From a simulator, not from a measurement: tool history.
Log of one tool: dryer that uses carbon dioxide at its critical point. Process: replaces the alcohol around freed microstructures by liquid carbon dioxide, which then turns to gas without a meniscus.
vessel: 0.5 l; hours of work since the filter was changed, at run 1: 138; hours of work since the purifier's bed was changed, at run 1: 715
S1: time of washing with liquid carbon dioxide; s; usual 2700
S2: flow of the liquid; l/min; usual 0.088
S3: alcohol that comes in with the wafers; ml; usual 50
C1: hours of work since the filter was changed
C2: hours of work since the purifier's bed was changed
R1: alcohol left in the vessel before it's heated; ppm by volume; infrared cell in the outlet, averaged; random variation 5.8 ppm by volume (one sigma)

run     day    S1      S2   S3   C1   C2     R1
  1       0  2700   0.088   50  138  715    490
  2   1.462  3420   0.088   50  154  730    276
  3   2.192  1980   0.088   50  162  738   1548
  4   3.354  1980   0.088   26  175  751    943
  5   4.842  1980   0.088   26  191  767    960
  6   5.979  1980   0.088   26  203  779    970
  7   7.296  2700   0.088   50  217  793    562
      9.029  -- inlet filter changed
  8   9.117  2700   0.088   50    1  812    442
  9   9.942  2700   0.088   50   10  821    437
 10  10.925  2700   0.088   50   20  832    452
 11    11.9  2700   0.088   50   31  842    455
 12  13.258  2700   0.088   50   45  857    485
 13  14.529  2700   0.088   50   59  870    492
     14.771  -- purifier's bed changed
 14  15.875  2700   0.088   50   72   12    232
 15  17.325  2160   0.088   50   88   27    819
 16  18.046  2160   0.088   50   96   35    805
 17  19.646  2160   0.088   50  113   52    849
 18  21.221  2700   0.088   50  130   69    276
 19  22.171  2700   0.088   50  140   79    290
 20  23.725  2700   0.088   50  157   96    311
 21  24.717  2700   0.088   50  167  107    312
 22  25.479  2700   0.088   50  175  115    312
 23  27.071  4020  0.0723   50  193  132    117
 24  28.842  2700   0.088   90  212  151    614
 25  29.842  2700   0.088   50  222  162    368
 26  30.596  1860  0.0713   32  230  170   2607
     31.029  -- inlet filter changed
 27  32.142  3420  0.1481   33   12  186     64
 28  33.071  3720  0.0987   34   22  196     69
 29  34.467  2700  0.1152   76   37  211    114
 30  35.262  2700  0.1152   76   45  220    112
 31  36.004  2700  0.1152   76   53  228    120
 32  37.038  3060  0.1202   76   65  239     89
 33  38.729  3060  0.1202   76   83  257     90
 34  40.133  2280  0.0834   28   98  272    548
 35    40.9  1920  0.0834   60  106  280   2165
 36  41.725  1680  0.0758  105  115  289   8754
 37    42.8  1680  0.0758  105  126  301   8729
 38  43.912  1680  0.0758  105  138  313   8819
 39  45.096  1680  0.0758  105  151  325   8914
 40  46.571  1680  0.0662  105  167  341  13286
 41  48.142  3480  0.1439   52  184  358    102
 42  49.592  3480  0.1439   52  199  374    120
 43  51.258  2040  0.1439   35  217  392    184
 44  52.192  2040  0.1439   35  227  402    176

3 ways to go on from here, each from the tool as it stands after run 44. What would each give?
      52.85  -- inlet filter changed
  A  53.075  2520  0.0804  50   2  411   ?
      52.85  -- inlet filter changed
  B  53.075  2820  0.0641  68   2  411   ?
      52.85  -- inlet filter changed
  C  53.075  2040  0.0733  50   2  411   ?

run    R1
  A   606
  B  1348
  C  2124
Without the tool's hidden state the same runs would have given:
run    R1
  A   476
  B  1195
  C  1963
